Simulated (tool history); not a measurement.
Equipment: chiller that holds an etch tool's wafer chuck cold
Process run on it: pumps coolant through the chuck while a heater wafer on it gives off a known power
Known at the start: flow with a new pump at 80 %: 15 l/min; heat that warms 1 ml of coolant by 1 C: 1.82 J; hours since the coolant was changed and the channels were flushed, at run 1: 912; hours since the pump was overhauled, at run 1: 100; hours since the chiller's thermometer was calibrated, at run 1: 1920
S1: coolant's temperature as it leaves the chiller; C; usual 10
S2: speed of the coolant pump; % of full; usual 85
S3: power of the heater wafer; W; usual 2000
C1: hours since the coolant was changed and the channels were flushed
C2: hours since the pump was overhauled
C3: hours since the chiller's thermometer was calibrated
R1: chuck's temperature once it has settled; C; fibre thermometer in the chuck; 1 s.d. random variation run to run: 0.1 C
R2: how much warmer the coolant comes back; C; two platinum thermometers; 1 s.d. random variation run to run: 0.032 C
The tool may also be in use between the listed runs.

run,hour,S1,S2,S3,C1,C2,C3,R1,R2
1,0,10,85,2000,912,100,1920,29.9,4.1
2,24.9,10,82,2000,937,124,1945,30.7,4.32
3,58,14,85,2000,970,158,1978,34.1,4.12
4,83.9,14,85,2000,996,183,2004,34.1,4.18
5,106.2,14,85,2000,1018,206,2026,34,4.14
6,140.5,14,85,2000,1053,240,2060,34.1,4.13
7,166,10,93,2000,1078,266,2086,28.8,3.82
8,200.9,10,93,2000,1113,300,2121,28.8,3.82
9,223.6,10,93,2000,1136,323,2143,28.7,3.8
10,254.8,10,93,2000,1167,354,2174,28.7,3.82
11,281.1,10,93,2000,1193,381,2201,28.9,3.77
12,311.3,10,93,2000,1224,411,2231,29.1,3.78
# hour 314.4: chiller's thermometer calibrated
13,328.3,10,81,2000,1240,427,14,31.2,4.44
14,352.2,10,81,2000,1263,451,38,31.2,4.38
15,373.2,10,85,2000,1284,472,59,30.5,4.19
16,408.1,0,95,2528,1319,507,94,23.5,4.71
# hour 441.9: chiller's thermometer calibrated, once more
17,443.1,0,95,2528,1353,541,1,23.3,4.73
18,464.4,10,65,2885,1375,562,22,46.5,8.08

What does the tool deliver on the next run?
19,485.6,10,63,2993,1396,583,44,?,?

{"run 19": {"R1": 48.8, "R2": 8.57}}
Without the tool's hidden state the same run would have given R1 46.9 C, R2 8.43 C.

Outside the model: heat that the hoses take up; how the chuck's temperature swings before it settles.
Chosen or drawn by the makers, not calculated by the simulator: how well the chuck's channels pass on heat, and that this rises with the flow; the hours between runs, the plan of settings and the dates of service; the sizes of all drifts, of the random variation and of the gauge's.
